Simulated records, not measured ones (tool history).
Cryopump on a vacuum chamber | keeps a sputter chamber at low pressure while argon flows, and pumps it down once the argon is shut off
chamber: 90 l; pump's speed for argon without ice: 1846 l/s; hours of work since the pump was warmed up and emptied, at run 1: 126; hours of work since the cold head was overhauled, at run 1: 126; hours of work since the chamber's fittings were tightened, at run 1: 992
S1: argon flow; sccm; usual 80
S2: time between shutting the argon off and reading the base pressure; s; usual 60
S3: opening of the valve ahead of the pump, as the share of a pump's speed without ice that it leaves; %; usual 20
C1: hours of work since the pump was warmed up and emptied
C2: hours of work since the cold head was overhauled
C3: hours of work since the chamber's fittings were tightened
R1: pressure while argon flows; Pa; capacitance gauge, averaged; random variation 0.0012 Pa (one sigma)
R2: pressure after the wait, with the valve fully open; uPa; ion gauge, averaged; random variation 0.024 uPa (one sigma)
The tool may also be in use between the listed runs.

| run | hour | S1 | S2 | S3 | C1 | C2 | C3 | R1 | R2 |
|---|---|---|---|---|---|---|---|---|---|
| 1 | 0 | 80 | 60 | 20 | 126 | 126 | 992 | 0.3693 | 1.4 |
| 2 | 33.6 | 80 | 60 | 20 | 150 | 150 | 1015 | 0.3725 | 1.45 |
| 3 | 59.9 | 80 | 60 | 20 | 168 | 168 | 1034 | 0.3716 | 1.47 |
| 4 | 82 | 80 | 60 | 20 | 184 | 184 | 1050 | 0.372 | 1.41 |
| 5 | 102.2 | 80 | 60 | 20 | 198 | 198 | 1064 | 0.3727 | 1.44 |
| 6 | 121.4 | 80 | 29 | 20 | 211 | 211 | 1077 | 0.3752 | 2.22 |
| 7 | 136.4 | 129 | 29 | 20 | 222 | 222 | 1088 | 0.6045 | 2.29 |
| 8 | 155.4 | 80 | 65 | 20 | 235 | 235 | 1101 | 0.3741 | 1.46 |
| 9 | 171.4 | 80 | 65 | 20 | 247 | 247 | 1113 | 0.3741 | 1.43 |
| 10 | 199.3 | 80 | 65 | 20 | 266 | 266 | 1132 | 0.3751 | 1.49 |
| 11 | 215.8 | 100 | 74 | 33 | 278 | 278 | 1144 | 0.2902 | 1.38 |
| 12 | 231.8 | 114 | 148 | 52 | 289 | 289 | 1155 | 0.2156 | 1.11 |
| 13 | 253.4 | 55 | 205 | 24 | 304 | 304 | 1170 | 0.2174 | 1.07 |
|  | 264.2 | leaking fittings of the chamber tightened, without venting |
| 14 | 289.7 | 80 | 138 | 20 | 328 | 328 | 18 | 0.3794 | 0.58 |
| 15 | 321.5 | 39 | 39 | 20 | 351 | 351 | 40 | 0.185 | 1.36 |
| 16 | 337.7 | 39 | 140 | 20 | 362 | 362 | 52 | 0.1847 | 0.57 |
| 17 | 354.5 | 65 | 50 | 37 | 374 | 374 | 64 | 0.1707 | 1.15 |

Run 18 comes next. What will it give?
| 18 | 385.5 | 65 | 50 | 37 | 396 | 396 | 85 | ? | ? |

R1: 0.172 Pa
R2: 1.12 uPa
Without the tool's hidden state the same run would have given R1 0.1605 Pa, R2 0.97 uPa.
